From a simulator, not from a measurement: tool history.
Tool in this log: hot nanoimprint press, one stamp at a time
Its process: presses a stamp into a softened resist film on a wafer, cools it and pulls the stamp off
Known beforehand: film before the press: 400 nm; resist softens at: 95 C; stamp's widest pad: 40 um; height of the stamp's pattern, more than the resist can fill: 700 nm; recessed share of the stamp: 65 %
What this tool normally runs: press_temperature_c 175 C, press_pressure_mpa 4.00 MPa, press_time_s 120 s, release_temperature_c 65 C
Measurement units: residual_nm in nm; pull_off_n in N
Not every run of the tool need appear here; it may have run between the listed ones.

| run | day | press_temperature_c | press_pressure_mpa | press_time_s | release_temperature_c | residual_nm | pull_off_n |
|---|---|---|---|---|---|---|---|
| 1 | 0.000 | 175 | 4.00 | 120 | 65 | 186.6 | 248 |
| 2 | 0.912 | 173 | 4.00 | 120 | 65 | 201.5 | 254 |
| 3 | 2.312 | 173 | 4.00 | 81 | 65 | 226.6 | 264 |
|  | 3.071 | stamp cleaned and given a new release coat |
| 4 | 4.062 | 173 | 4.00 | 81 | 65 | 226.4 | 228 |
| 5 | 5.742 | 173 | 4.00 | 81 | 65 | 230.0 | 239 |
| 6 | 7.188 | 173 | 4.00 | 81 | 65 | 230.5 | 251 |
| 7 | 8.488 | 175 | 4.00 | 120 | 52 | 186.4 | 352 |
|  | 9.221 | press's hydraulic seals changed and the load cell set to zero |
|  | 10.575 | stamp cleaned and given a new release coat |
| 8 | 10.742 | 166 | 4.00 | 120 | 52 | 250.2 | 296 |
| 9 | 11.671 | 175 | 4.00 | 120 | 65 | 183.5 | 223 |
|  | 11.942 | plate thermocouple calibrated |
| 10 | 13.158 | 175 | 4.00 | 120 | 65 | 178.6 | 226 |
| 11 | 14.896 | 175 | 4.00 | 120 | 65 | 179.5 | 243 |
| 12 | 16.371 | 175 | 4.00 | 120 | 65 | 179.3 | 250 |
|  | 17.871 | stamp cleaned and given a new release coat |
| 13 | 17.892 | 175 | 4.00 | 120 | 65 | 178.8 | 213 |
|  | 18.142 | plate thermocouple calibrated, once more |
| 14 | 18.950 | 175 | 4.00 | 120 | 65 | 185.3 | 215 |
| 15 | 20.821 | 175 | 4.00 | 120 | 65 | 184.9 | 238 |
| 16 | 22.221 | 175 | 3.16 | 120 | 59 | 202.7 | 297 |
| 17 | 23.600 | 175 | 3.16 | 128 | 51 | 197.7 | 365 |
| 18 | 24.738 | 169 | 4.79 | 144 | 71 | 199.3 | 219 |
|  | 25.138 | stamp cleaned and given a new release coat |
| 19 | 26.042 | 169 | 4.79 | 144 | 71 | 199.8 | 183 |
| 20 | 27.817 | 176 | 2.42 | 64 | 65 | 264.1 | 234 |
| 21 | 29.400 | 172 | 6.31 | 158 | 63 | 152.9 | 268 |
| 22 | 31.075 | 168 | 2.75 | 158 | 52 | 245.4 | 354 |
|  | 32.242 | stamp cleaned and given a new release coat |
| 23 | 32.483 | 168 | 2.75 | 158 | 52 | 244.2 | 288 |
| 24 | 34.142 | 168 | 2.75 | 131 | 63 | 257.6 | 237 |
| 25 | 35.842 | 168 | 2.75 | 131 | 63 | 254.1 | 251 |
| 26 | 36.821 | 169 | 4.00 | 120 | 61 | 224.1 | 273 |
| 27 | 38.404 | 169 | 4.00 | 120 | 61 | 224.5 | 292 |
|  | 39.450 | stamp cleaned and given a new release coat |
| 28 | 40.579 | 169 | 3.53 | 120 | 61 | 232.1 | 244 |
| 29 | 42.217 | 176 | 3.53 | 66 | 70 | 230.2 | 201 |

Predict each of these 3 candidate next runs independently; none follows another, all start after run 29:
| A | 44.088 | 176 | 2.43 | 141 | 59 | ? | ? |
| B | 44.088 | 175 | 3.91 | 66 | 69 | ? | ? |
| C | 44.088 | 176 | 4.23 | 66 | 51 | ? | ? |

| run | residual_nm | pull_off_n |
|---|---|---|
| A | 200.8 | 290 |
| B | 223.9 | 218 |
| C | 213.2 | 350 |
Stripped of hidden state, with their random variation kept, the same runs would have yielded:
| run | residual_nm | pull_off_n |
|---|---|---|
| A | 207.7 | 255 |
| B | 230.5 | 194 |
| C | 219.6 | 307 |
